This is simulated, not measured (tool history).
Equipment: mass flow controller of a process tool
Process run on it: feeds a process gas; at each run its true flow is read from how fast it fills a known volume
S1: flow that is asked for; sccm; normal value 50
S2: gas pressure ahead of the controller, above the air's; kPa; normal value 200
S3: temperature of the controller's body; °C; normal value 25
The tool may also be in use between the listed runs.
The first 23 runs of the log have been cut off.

Run 24, day 288.408: usual settings but S1 95 sccm, S2 195 kPa, S3 31 °C. Result: true flow (%) 97.49.
At day 297.583: controller's zero set anew, once more.
Run 25, day 305.771: usual settings but S1 39 sccm, S2 253 kPa, S3 27 °C. Result: true flow (%) 98.22.
Run 26, day 318.971: usual settings but S1 78 sccm. Result: true flow (%) 98.81.
Run 27, day 329.721: usual settings but S1 78 sccm. Result: true flow (%) 98.83.
Run 28, day 340.879: usual settings but S1 78 sccm, S3 29 °C. Result: true flow (%) 98.80.
Run 29, day 352.821: usual settings but S1 78 sccm, S3 29 °C. Result: true flow (%) 98.78.
Run 30, day 362.275: usual settings but S1 10 sccm, S2 210 kPa, S3 39 °C. Result: true flow (%) 94.67.
Run 31, day 370.092: usual settings but S1 41 sccm, S2 141 kPa, S3 29 °C. Result: true flow (%) 96.99.
Run 32, day 384.117: usual settings but S1 11 sccm, S2 235 kPa, S3 26 °C. Result: true flow (%) 93.44.
Run 33, day 392.938: usual settings but S1 29 sccm, S2 245 kPa, S3 22 °C. Result: true flow (%) 96.04.
Run 34, day 405.158: usual settings but S1 29 sccm, S2 245 kPa, S3 38 °C. Result: true flow (%) 96.57.
Run 35, day 421.229: usual settings but S1 15 sccm, S2 181 kPa. Result: true flow (%) 93.16.
Run 36, day 428.308: usual settings but S1 42 sccm, S2 190 kPa, S3 29 °C. Result: true flow (%) 96.44.
Run 37, day 435.542: usual settings but S1 36 sccm, S2 190 kPa, S3 21 °C. Result: true flow (%) 95.71.
Run 38, day 448.604: usual settings but S1 36 sccm, S2 190 kPa, S3 21 °C. Result: true flow (%) 95.63.
Run 39, day 462.354: usual settings but S2 213 kPa. Result: true flow (%) 96.58.
Run 40, day 470.642: usual settings but S1 42 sccm, S2 231 kPa, S3 31 °C. Result: true flow (%) 96.20.
Run 41, day 477.888: usual settings but S1 21 sccm, S2 269 kPa, S3 29 °C. Result: true flow (%) 93.47.

Alternative continuations, all from the tool just after run 41; predict every row:
Run A, day 493.700: usual settings but S1 21 sccm, S2 180 kPa, S3 29 °C. Result: true flow (%) ?.
Run B, day 493.700: usual settings but S1 13 sccm, S2 143 kPa, S3 30 °C. Result: true flow (%) ?.
Run C, day 493.700: usual settings but S1 29 sccm, S2 193 kPa, S3 29 °C. Result: true flow (%) ?.
Run D, day 493.700: usual settings but S1 20 sccm, S2 248 kPa, S3 27 °C. Result: true flow (%) ?.

run  true flow (%)
  A          92.96
  B          89.83
  C          94.41
  D          92.72
Without the tool's unlogged condition, the same runs would have read:
run  true flow (%)
  A          98.31
  B          98.01
  C          98.49
  D          98.30
